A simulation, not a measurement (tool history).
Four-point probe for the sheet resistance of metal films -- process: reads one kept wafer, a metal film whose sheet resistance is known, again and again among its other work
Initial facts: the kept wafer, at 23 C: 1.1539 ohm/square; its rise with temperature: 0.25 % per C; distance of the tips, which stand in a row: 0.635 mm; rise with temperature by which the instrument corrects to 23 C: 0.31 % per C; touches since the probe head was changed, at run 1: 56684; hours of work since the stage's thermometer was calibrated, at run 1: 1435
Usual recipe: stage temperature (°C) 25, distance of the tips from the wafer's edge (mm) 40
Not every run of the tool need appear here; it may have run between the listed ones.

| run | hour | stage temperature (°C) | distance of the tips from the wafer's edge (mm) | touches since the probe head was changed | hours of work since the stage's thermometer was calibrated | sheet resistance as the instrument gives it (ohm/square) |
|---|---|---|---|---|---|---|
| 1 | 0 | 25 | 40 | 56684 | 1435 | 1.152645 |
| 2 | 55.6 | 33 | 40 | 58436 | 1480 | 1.147533 |
| 3 | 141.5 | 25 | 19 | 61144 | 1548 | 1.153173 |
| 4 | 187.1 | 25 | 19 | 62579 | 1585 | 1.153712 |
| 5 | 228 | 25 | 19 | 63868 | 1617 | 1.153331 |
| 6 | 299.9 | 25 | 40 | 66134 | 1675 | 1.152907 |
| 7 | 346.9 | 25 | 40 | 67614 | 1712 | 1.153029 |
| 8 | 430.3 | 25 | 40 | 70243 | 1779 | 1.15298 |
| 9 | 502.3 | 32 | 40 | 72512 | 1836 | 1.148456 |
| 10 | 584 | 32 | 40 | 75088 | 1901 | 1.148248 |
| 11 | 625.1 | 32 | 40 | 76382 | 1934 | 1.148122 |
| 12 | 694.2 | 32 | 40 | 78560 | 1989 | 1.148222 |
| 13 | 743.6 | 32 | 40 | 80115 | 2029 | 1.148207 |
| 14 | 828.9 | 32 | 40 | 82805 | 2097 | 1.14818 |
| 15 | 901.6 | 21 | 40 | 85096 | 2155 | 1.155477 |
| 16 | 953.4 | 25 | 57 | 86729 | 2196 | 1.152975 |
| 17 | 1027 | 25 | 19 | 89047 | 2255 | 1.15332 |
| 18 | 1072.3 | 19 | 40 | 90475 | 2291 | 1.156986 |
|  | 1131.5 | stage's thermometer calibrated |
| 19 | 1139 | 25 | 40 | 92561 | 6 | 1.152373 |
|  | 1161.4 | new probe head fitted |
| 20 | 1204.5 | 25 | 40 | 1361 | 57 | 1.152771 |
| 21 | 1250.2 | 25 | 40 | 2799 | 94 | 1.152231 |
| 22 | 1308.4 | 25 | 62 | 4633 | 140 | 1.152714 |
| 23 | 1385.2 | 25 | 62 | 7053 | 202 | 1.152641 |
| 24 | 1423.5 | 25 | 62 | 8260 | 232 | 1.152578 |
| 25 | 1486 | 22 | 44 | 10230 | 282 | 1.154656 |
| 26 | 1528.3 | 20 | 7 | 11563 | 316 | 1.160766 |
| 27 | 1598.9 | 29 | 48 | 13788 | 372 | 1.149394 |
| 28 | 1650.3 | 29 | 48 | 15409 | 413 | 1.149557 |
| 29 | 1732.4 | 25 | 56 | 17994 | 479 | 1.152315 |
| 30 | 1772.1 | 29 | 9 | 19246 | 510 | 1.153023 |
| 31 | 1854.3 | 29 | 16 | 21835 | 576 | 1.150993 |
| 32 | 1901.9 | 34 | 20 | 23336 | 614 | 1.147383 |
| 33 | 1959.7 | 34 | 21 | 25158 | 660 | 1.147353 |
| 34 | 2014.6 | 33 | 5 | 26887 | 704 | 1.156624 |
| 35 | 2087.2 | 26 | 40 | 29175 | 762 | 1.151958 |
| 36 | 2122.6 | 31 | 7 | 30290 | 790 | 1.153426 |
| 37 | 2204.1 | 31 | 7 | 32859 | 855 | 1.153635 |
| 38 | 2244.3 | 31 | 3 | 34127 | 887 | 1.175603 |
| 39 | 2299 | 31 | 3 | 35848 | 931 | 1.175424 |
| 40 | 2360.6 | 35 | 40 | 37790 | 980 | 1.145925 |
| 41 | 2433.4 | 22 | 40 | 40084 | 1038 | 1.154563 |
| 42 | 2496.6 | 23 | 62 | 42076 | 1089 | 1.153838 |
| 43 | 2553.4 | 30 | 35 | 43867 | 1134 | 1.148979 |
| 44 | 2601.5 | 20 | 9 | 45383 | 1172 | 1.159212 |

Predict each of these 5 candidate next runs independently; none follows another, all start after run 44:
| A | 2682.5 | 30 | 6 | 47936 | 1237 | ? |
| B | 2682.5 | 27 | 9 | 47936 | 1237 | ? |
| C | 2682.5 | 25 | 6 | 47936 | 1237 | ? |
| D | 2682.5 | 29 | 45 | 47936 | 1237 | ? |
| E | 2682.5 | 22 | 4 | 47936 | 1237 | ? |

| run | sheet resistance as the instrument gives it (ohm/square) |
|---|---|
| A | 1.155848 |
| B | 1.1539 |
| C | 1.159638 |
| D | 1.150128 |
| E | 1.170146 |
Without the tool's unlogged condition, the same runs would have read:
| run | sheet resistance as the instrument gives it (ohm/square) |
|---|---|
| A | 1.155817 |
| B | 1.153868 |
| C | 1.159607 |
| D | 1.150096 |
| E | 1.170114 |
